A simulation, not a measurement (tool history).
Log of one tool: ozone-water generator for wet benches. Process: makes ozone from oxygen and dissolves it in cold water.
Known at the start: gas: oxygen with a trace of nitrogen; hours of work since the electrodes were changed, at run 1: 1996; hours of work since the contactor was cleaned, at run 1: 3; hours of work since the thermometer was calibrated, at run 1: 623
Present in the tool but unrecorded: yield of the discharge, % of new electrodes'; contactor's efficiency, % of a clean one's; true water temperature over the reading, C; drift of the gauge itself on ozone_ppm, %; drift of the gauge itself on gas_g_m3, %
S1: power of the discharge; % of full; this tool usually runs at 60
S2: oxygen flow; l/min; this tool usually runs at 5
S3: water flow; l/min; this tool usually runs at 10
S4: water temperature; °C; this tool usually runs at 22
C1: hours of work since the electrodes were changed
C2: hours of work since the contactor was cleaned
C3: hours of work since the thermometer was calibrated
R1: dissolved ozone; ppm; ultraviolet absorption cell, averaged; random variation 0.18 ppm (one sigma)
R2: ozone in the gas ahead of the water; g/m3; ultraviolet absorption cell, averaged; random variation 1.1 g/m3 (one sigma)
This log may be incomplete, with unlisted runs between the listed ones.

run	hour	S1	S2	S3	S4	C1	C2	C3	R1	R2
1	0	60	5	10	22	1996	3	623	23.1	182.7
2	143.2	60	5	10	22	2084	91	711	22.6	180.5
3	277.8	60	5	10	22	2166	173	793	22.7	179.4
4	362.7	60	5	10	22	2218	225	845	22.7	180.8
5	446.4	60	5	10	22	2270	277	897	22.4	178.4
6	550.3	60	5	10	22	2333	340	960	22.7	180.9
7	652	60	5	10	22	2396	403	1023	22.2	179.5
8	728.5	98	5	10	22	2443	450	1070	33	262.8
9	843.9	60	5	10	20	2514	520	1140	23.6	178.1
10	980	60	5	10	20	2597	604	1224	23.1	176.8
11	1061	60	5	10	22	2647	654	1274	21.8	179
12	1189	60	5	10	22	2725	732	1352	22.5	178.3
13	1298.3	60	5	10	22	2792	799	1419	22	178.9
14	1384.5	60	5	10	22	2845	852	1472	22.1	176.7
15	1522.5	60	5	10	22	2930	937	1557	21.8	174.8
16	1620.8	60	5	10	22	2990	997	1617	22.1	175.3
# hour 1631.2: water thermometer calibrated
17	1753.5	60	2.91	9	22	3071	1078	75	24.9	230.5
18	1851.4	60	2.91	12	17	3131	1138	135	20.3	230.2
19	1912.2	60	2.91	12	17	3169	1175	172	20.6	229.5
20	2046	60	4.04	9	22	3251	1257	254	24.1	192
# hour 2097.8: water thermometer calibrated, once more
21	2110	60	5	14	22	3290	1296	8	16.4	173.4
22	2236	55	3.35	6	22	3367	1374	85	30.7	197.7
23	2362.3	43	6.38	13	22	3444	1451	162	13	116.8
24	2501.6	43	6.38	13	26	3530	1537	248	12	119.1
25	2641.6	43	6.38	13	26	3616	1623	334	11.9	117.1
26	2765.8	86	6.38	13	14	3692	1699	410	25.8	198.4
27	2896	86	7.29	13	14	3772	1779	490	25.3	185.3
28	3020.1	64	5.52	10	14	3848	1855	566	25.9	169.8
29	3103.2	73	5.52	14	14	3899	1906	617	21.2	185.4
30	3176.1	41	5.1	7	14	3944	1950	661	23.8	125.4
31	3293.5	47	2.65	10	22	4016	2022	733	18.2	192.2
32	3403	47	8.61	7	23	4083	2090	801	18.3	106.1

Forecast each of these 5 alternatives for the next run:
A	3492	47	8.61	12	22	4137	2144	855	?	?
B	3492	64	3.86	10	22	4137	2144	855	?	?
C	3492	47	5.1	11	23	4137	2144	855	?	?
D	3492	45	5	7	22	4137	2144	855	?	?
E	3492	43	5	10	22	4137	2144	855	?	?

run	R1	R2
A	13.6	105.4
B	22.5	198.4
C	15.7	136.6
D	20.9	136.7
E	16.4	131.3
Take away the tool's hidden state, keep each run's random variation, and the runs would have read:
run	R1	R2
A	15.6	117.5
B	26.8	230.2
C	18	152.3
D	23.8	151.4
E	18.6	144.8

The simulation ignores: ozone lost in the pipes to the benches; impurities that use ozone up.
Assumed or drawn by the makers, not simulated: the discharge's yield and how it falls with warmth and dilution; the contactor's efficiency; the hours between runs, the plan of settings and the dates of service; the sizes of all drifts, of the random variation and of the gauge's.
